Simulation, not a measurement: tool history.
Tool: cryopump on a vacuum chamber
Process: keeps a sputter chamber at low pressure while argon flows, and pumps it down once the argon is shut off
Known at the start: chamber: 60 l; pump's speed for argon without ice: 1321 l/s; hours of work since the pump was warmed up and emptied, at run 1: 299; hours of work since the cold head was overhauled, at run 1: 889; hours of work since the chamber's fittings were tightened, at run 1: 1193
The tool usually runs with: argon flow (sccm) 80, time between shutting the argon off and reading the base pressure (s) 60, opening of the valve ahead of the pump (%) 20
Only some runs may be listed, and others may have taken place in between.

run,hour,argon flow (sccm),time between shutting the argon off and reading the base pressure (s),opening of the valve ahead of the pump (%),hours of work since the pump was warmed up and emptied,hours of work since the cold head was overhauled,hours of work since the chamber's fittings were tightened,pressure while argon flows (Pa),pressure after the wait (uPa)
1,0,80,60,20,299,889,1193,0.5292,1.9
2,26.6,80,60,20,323,912,1217,0.5337,1.93
3,48,80,60,20,341,931,1235,0.528,2.05
4,67.2,80,60,20,358,948,1252,0.5322,1.98
5,94.1,80,60,20,382,971,1276,0.5331,2.02
6,124.3,80,60,20,408,998,1302,0.5355,2.07
7,161.6,80,60,20,441,1030,1335,0.535,2.12
8,198.5,80,60,20,473,1063,1367,0.54,2.21
9,218.6,80,60,26,490,1080,1384,0.4194,2.18
10,248.3,80,60,26,516,1106,1410,0.4271,2.31
11,266.2,80,60,26,532,1122,1426,0.4248,2.27
12,309,61,60,20,569,1159,1463,0.4168,2.45
# hour 323: pump warmed up, emptied and cooled again
13,331.8,61,60,20,8,1175,1479,0.3959,1.95
14,362.1,61,60,20,34,1201,1505,0.3925,2.04
15,396.2,61,132,20,64,1231,1535,0.3931,1.71
16,415.6,61,132,20,81,1248,1552,0.3936,1.74
17,456.2,80,60,20,116,1283,1588,0.5151,2.2
18,495.7,80,35,55,151,1318,1622,0.195,2.61
19,520.5,49,60,20,173,1340,1644,0.3204,2.2
20,540.9,49,60,20,190,1357,1662,0.3202,2.3
21,570.7,132,213,51,216,1383,1688,0.3509,1.92
22,603.6,46,71,37,245,1412,1717,0.1672,2.28
23,629.3,60,71,36,268,1435,1739,0.2249,2.32
24,670.1,143,119,38,303,1470,1775,0.5092,2.16
25,711.3,133,131,49,339,1506,1811,0.3787,2.22
26,737.4,112,110,32,362,1529,1833,0.4754,2.28
27,767.1,48,69,25,388,1555,1859,0.2584,2.49
28,806.7,58,98,21,423,1590,1894,0.3702,2.53
29,824.9,133,140,53,439,1606,1910,0.3636,2.37
30,861.7,133,140,53,471,1638,1942,0.368,2.44
31,880.8,133,140,53,488,1655,1959,0.37,2.43
32,919.5,133,140,53,521,1688,1993,0.3721,2.59
33,961.3,65,140,24,558,1725,2029,0.3745,2.68
# hour 989.9: pump warmed up, emptied and cooled again
34,1007.5,82,140,19,15,1761,2065,0.5595,2.16

Alternative continuations, all from the tool just after run 34; predict every row:
A,1042.4,110,250,47,46,1791,2096,?,?
B,1042.4,72,32,35,46,1791,2096,?,?
C,1042.4,82,140,43,46,1791,2096,?,?
D,1042.4,80,167,41,46,1791,2096,?,?

run,pressure while argon flows (Pa),pressure after the wait (uPa)
A,0.3044,2.1
B,0.2683,2.96
C,0.249,2.21
D,0.2553,2.16
With the hidden condition removed and each run's random variation left untouched, the same runs would have given:
run,pressure while argon flows (Pa),pressure after the wait (uPa)
A,0.2986,0.39
B,0.2645,1.27
C,0.2446,0.46
D,0.2511,0.43

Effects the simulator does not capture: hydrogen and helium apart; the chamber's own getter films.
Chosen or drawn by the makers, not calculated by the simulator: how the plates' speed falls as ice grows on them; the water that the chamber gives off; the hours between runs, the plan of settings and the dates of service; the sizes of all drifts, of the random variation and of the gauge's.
